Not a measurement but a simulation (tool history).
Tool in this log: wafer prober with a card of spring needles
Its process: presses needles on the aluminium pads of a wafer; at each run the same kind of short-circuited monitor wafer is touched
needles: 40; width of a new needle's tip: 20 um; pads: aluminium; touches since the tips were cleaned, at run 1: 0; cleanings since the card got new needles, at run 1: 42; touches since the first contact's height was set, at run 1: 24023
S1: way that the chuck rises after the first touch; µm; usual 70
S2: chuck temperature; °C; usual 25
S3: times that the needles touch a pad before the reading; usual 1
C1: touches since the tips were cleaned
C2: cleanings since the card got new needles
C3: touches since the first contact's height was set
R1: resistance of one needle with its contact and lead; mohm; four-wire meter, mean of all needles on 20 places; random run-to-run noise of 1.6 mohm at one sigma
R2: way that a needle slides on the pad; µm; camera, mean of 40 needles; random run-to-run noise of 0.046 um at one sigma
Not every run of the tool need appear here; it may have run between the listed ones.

run,day,S1,S2,S3,C1,C2,C3,R1,R2
1,0.000,70,25,1,0,42,24023,171,19.00
# day 0.654: tips cleaned on abrasive film
2,1.158,70,25,1,5010,43,35434,296,18.96
# day 1.304: tips cleaned on abrasive film
# day 1.975: tips cleaned on abrasive film
3,2.204,70,25,1,2292,45,45676,255,18.96
# day 2.625: tips cleaned on abrasive film
# day 3.292: tips cleaned on abrasive film
4,3.633,70,25,1,3390,47,59695,286,19.00
# day 3.917: tips cleaned on abrasive film
# day 4.600: tips cleaned on abrasive film
# day 5.292: tips cleaned on abrasive film
# day 5.946: tips cleaned on abrasive film
5,5.958,59,25,1,149,51,82488,188,15.80
# day 6.629: tips cleaned on abrasive film
6,7.025,70,25,1,3911,52,92983,287,18.81
# day 7.308: tips cleaned on abrasive film
# day 7.871: tips cleaned on abrasive film
# day 8.533: tips cleaned on abrasive film
# day 9.096: tips cleaned on abrasive film
7,9.096,70,25,1,0,56,113247,172,18.78
# day 9.788: tips cleaned on abrasive film
# day 10.429: tips cleaned on abrasive film
8,10.671,70,25,1,2411,58,128732,271,18.79
# day 11.096: tips cleaned on abrasive film
# day 11.783: tips cleaned on abrasive film
# day 12.475: tips cleaned on abrasive film
9,12.550,70,25,1,717,61,147132,217,18.73
# day 13.075: tips cleaned on abrasive film
# day 13.746: tips cleaned on abrasive film
# day 14.446: tips cleaned on abrasive film
10,14.558,70,25,1,1091,64,166835,222,18.56
# day 15.117: tips cleaned on abrasive film
# day 15.679: tips cleaned on abrasive film
# day 16.346: tips cleaned on abrasive film
11,16.496,70,25,1,1494,67,185866,249,18.46
# day 17.042: tips cleaned on abrasive film
# day 17.604: tips cleaned on abrasive film
# day 18.296: tips cleaned on abrasive film
# day 18.942: tips cleaned on abrasive film
12,18.946,70,25,1,52,71,209878,173,18.52
# day 19.608: tips cleaned on abrasive film
# day 20.304: tips cleaned on abrasive film
# day 21.000: tips cleaned on abrasive film
13,21.342,70,25,1,3351,74,233399,287,18.43
# day 21.467: height of the first contact set anew
# day 21.612: tips cleaned on abrasive film
# day 22.271: tips cleaned on abrasive film
# day 22.954: tips cleaned on abrasive film
# day 23.600: tips cleaned on abrasive film
14,23.600,70,25,1,0,78,20877,177,18.27
# day 24.300: tips cleaned on abrasive film
# day 24.875: tips cleaned on abrasive film
15,24.875,51,25,2,0,80,33362,184,12.91
# day 25.562: tips cleaned on abrasive film
16,26.112,51,25,2,5407,81,45548,355,12.92
# day 26.229: tips cleaned on abrasive film
# day 26.792: tips cleaned on abrasive film
# day 27.062: height of the first contact set anew, once more
# day 27.483: tips cleaned on abrasive film
17,27.671,51,25,2,1834,84,5952,266,13.93
# day 28.183: tips cleaned on abrasive film
# day 28.767: tips cleaned on abrasive film
18,28.767,70,34,1,0,86,16687,169,19.05
# day 29.412: tips cleaned on abrasive film
# day 30.079: tips cleaned on abrasive film
19,30.217,73,58,1,1368,88,30938,230,19.94
# day 30.708: tips cleaned on abrasive film
# day 31.400: tips cleaned on abrasive film
# day 32.012: tips cleaned on abrasive film
20,32.012,70,64,1,0,91,48536,183,18.97
# day 32.650: tips cleaned on abrasive film
# day 33.250: tips cleaned on abrasive film
# day 33.921: tips cleaned on abrasive film
21,34.212,70,67,3,2881,94,70142,208,18.81
# day 34.496: tips cleaned on abrasive film
# day 35.183: tips cleaned on abrasive film
# day 35.862: tips cleaned on abrasive film
22,36.217,70,68,1,3494,97,89814,287,18.91
# day 36.475: tips cleaned on abrasive film
# day 37.158: tips cleaned on abrasive film
# day 37.825: tips cleaned on abrasive film
# day 38.483: tips cleaned on abrasive film
23,38.646,84,25,2,1587,101,113621,202,22.52
# day 39.054: tips cleaned on abrasive film
# day 39.617: tips cleaned on abrasive film
# day 40.192: tips cleaned on abrasive film
24,40.192,84,25,2,0,104,128772,158,22.48
# day 40.862: tips cleaned on abrasive film
# day 41.538: tips cleaned on abrasive film
# day 42.212: tips cleaned on abrasive film
25,42.679,70,67,2,4606,107,153193,261,18.61
# day 42.821: tips cleaned on abrasive film
# day 43.508: tips cleaned on abrasive film
26,43.967,67,117,2,4563,109,165838,272,17.86
# day 44.108: tips cleaned on abrasive film
# day 44.804: tips cleaned on abrasive film
# day 45.471: tips cleaned on abrasive film
# day 46.162: tips cleaned on abrasive film
27,46.404,76,25,1,2410,113,189731,267,20.15
# day 46.800: tips cleaned on abrasive film
# day 47.475: tips cleaned on abrasive film
# day 48.079: tips cleaned on abrasive film
# day 48.638: tips cleaned on abrasive film
28,48.742,65,28,1,1008,117,212630,242,17.02

Predict each of these 3 candidate next runs independently; none follows another, all start after run 28:
# day 49.300: tips cleaned on abrasive film
# day 49.862: tips cleaned on abrasive film
A,50.092,70,28,1,2262,119,225878,?,?
# day 49.300: tips cleaned on abrasive film
# day 49.862: tips cleaned on abrasive film
B,50.092,85,79,1,2262,119,225878,?,?
# day 49.300: tips cleaned on abrasive film
# day 49.862: tips cleaned on abrasive film
C,50.092,75,56,3,2262,119,225878,?,?

run,R1,R2
A,262,18.40
B,232,22.53
C,197,19.83
Without the tool's unlogged condition, the same runs would have read:
run,R1,R2
A,159,19.11
B,166,23.24
C,165,20.54
